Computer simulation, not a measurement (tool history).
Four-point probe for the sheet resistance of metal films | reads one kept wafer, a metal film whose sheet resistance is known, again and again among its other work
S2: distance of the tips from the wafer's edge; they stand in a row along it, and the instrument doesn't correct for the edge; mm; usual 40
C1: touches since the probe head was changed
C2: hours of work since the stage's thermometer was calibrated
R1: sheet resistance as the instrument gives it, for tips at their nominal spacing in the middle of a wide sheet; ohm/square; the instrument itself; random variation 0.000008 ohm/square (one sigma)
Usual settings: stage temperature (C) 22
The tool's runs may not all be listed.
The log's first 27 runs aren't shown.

run 28 hour=337.5 | stage_temperature_(C)=18 S2=7 | C1=25816 C2=1551 | R1=0.040170
run 29 hour=345.8 | stage_temperature_(C)=18 S2=7 | C1=26053 C2=1555 | R1=0.040168
run 30 hour=362.7 | stage_temperature_(C)=19 S2=8 | C1=26537 C2=1563 | R1=0.040103
run 31 hour=375.4 | stage_temperature_(C)=33 S2=7 | C1=26899 C2=1569 | R1=0.039717
run 32 hour=391.8 | stage_temperature_(C)=33 S2=7 | C1=27368 C2=1577 | R1=0.039709
run 33 hour=401.3 | stage_temperature_(C)=33 S2=7 | C1=27639 C2=1581 | R1=0.039721
run 34 hour=415.5 | stage_temperature_(C)=21 S2=38 | C1=28046 C2=1588 | R1=0.039968
run 35 hour=426.8 | stage_temperature_(C)=33 S2=15 | C1=28370 C2=1593 | R1=0.039638
run 36 hour=437.2 | stage_temperature_(C)=33 S2=15 | C1=28666 C2=1598 | R1=0.039643
run 37 hour=452.9 | stage_temperature_(C)=27 S2=17 | C1=29115 C2=1605 | R1=0.039808
run 38 hour=464.7 | stage_temperature_(C)=20 S2=50 | C1=29453 C2=1611 | R1=0.039985
run 39 hour=477.2 | stage_temperature_(C)=20 S2=50 | C1=29810 C2=1617 | R1=0.040001
run 40 hour=493.2 | stage_temperature_(C)=20 S2=50 | C1=30267 C2=1624 | R1=0.039979
run 41 hour=504.1 | stage_temperature_(C)=31 S2=3 | C1=30581 C2=1630 | R1=0.040263

Forecast each of these 4 alternatives for the next run:
run A hour=516.9 | stage_temperature_(C)=34 S2=3 | C1=30947 C2=1636 | R1=?
run B hour=516.9 | stage_temperature_(C)=28 S2=15 | C1=30947 C2=1636 | R1=?
run C hour=516.9 | stage_temperature_(C)=26 S2=3 | C1=30947 C2=1636 | R1=?
run D hour=516.9 | stage_temperature_(C)=25 S2=15 | C1=30947 C2=1636 | R1=?

run=A R1=0.040164
run=B R1=0.039772
run=C R1=0.040395
run=D R1=0.039861
Without the tool's hidden state the same runs would have given:
run=A R1=0.040162
run=B R1=0.039770
run=C R1=0.040393
run=D R1=0.039860

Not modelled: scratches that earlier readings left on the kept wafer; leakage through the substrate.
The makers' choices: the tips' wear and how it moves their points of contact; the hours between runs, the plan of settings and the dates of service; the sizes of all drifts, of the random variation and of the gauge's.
